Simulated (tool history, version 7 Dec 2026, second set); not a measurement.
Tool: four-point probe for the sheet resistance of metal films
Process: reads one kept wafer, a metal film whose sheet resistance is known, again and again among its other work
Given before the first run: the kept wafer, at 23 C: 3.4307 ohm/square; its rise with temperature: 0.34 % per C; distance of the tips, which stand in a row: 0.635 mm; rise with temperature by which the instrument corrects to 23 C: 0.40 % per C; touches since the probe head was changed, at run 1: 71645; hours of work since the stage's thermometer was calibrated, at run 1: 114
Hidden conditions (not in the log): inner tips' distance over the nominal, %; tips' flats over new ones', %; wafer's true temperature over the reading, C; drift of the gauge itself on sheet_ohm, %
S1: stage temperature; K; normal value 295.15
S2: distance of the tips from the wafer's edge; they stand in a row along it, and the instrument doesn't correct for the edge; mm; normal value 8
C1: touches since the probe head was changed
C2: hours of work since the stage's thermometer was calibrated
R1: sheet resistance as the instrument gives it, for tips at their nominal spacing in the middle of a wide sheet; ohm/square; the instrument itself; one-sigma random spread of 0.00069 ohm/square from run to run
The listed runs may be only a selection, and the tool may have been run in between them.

| run | hour | S1 | S2 | C1 | C2 | R1 |
|---|---|---|---|---|---|---|
| 1 | 0 | 295.15 | 8 | 71645 | 114 | 3.444351 |
| 2 | 12.6 | 295.15 | 8 | 72068 | 120 | 3.444299 |
| 3 | 28.3 | 302.15 | 8 | 72601 | 127 | 3.429631 |
| 4 | 40.2 | 302.15 | 8 | 73002 | 132 | 3.431339 |
| 5 | 55.6 | 302.15 | 8 | 73520 | 140 | 3.430939 |
| 6 | 70 | 302.15 | 8 | 74006 | 146 | 3.430601 |
| 7 | 78.9 | 302.15 | 8 | 74309 | 150 | 3.430016 |
| 8 | 91.7 | 300.15 | 8 | 74740 | 156 | 3.435152 |
| 9 | 105.6 | 300.15 | 25 | 75208 | 163 | 3.426231 |
| 10 | 113 | 300.15 | 25 | 75459 | 166 | 3.423298 |
| 11 | 123.4 | 300.15 | 25 | 75808 | 171 | 3.422864 |

Below are 4 alternative next runs, each starting from the tool's condition after run 11. Predict each:
| A | 133.8 | 298.15 | 15 | 76161 | 176 | ? |
| B | 133.8 | 300.15 | 9 | 76161 | 176 | ? |
| C | 133.8 | 307.15 | 3 | 76161 | 176 | ? |
| D | 133.8 | 296.15 | 3 | 76161 | 176 | ? |

| run | R1 |
|---|---|
| A | 3.429878 |
| B | 3.431312 |
| C | 3.491614 |
| D | 3.511781 |
Had the tool no hidden state, the same runs would have come out as:
| run | R1 |
|---|---|
| A | 3.429993 |
| B | 3.431427 |
| C | 3.49173 |
| D | 3.511898 |

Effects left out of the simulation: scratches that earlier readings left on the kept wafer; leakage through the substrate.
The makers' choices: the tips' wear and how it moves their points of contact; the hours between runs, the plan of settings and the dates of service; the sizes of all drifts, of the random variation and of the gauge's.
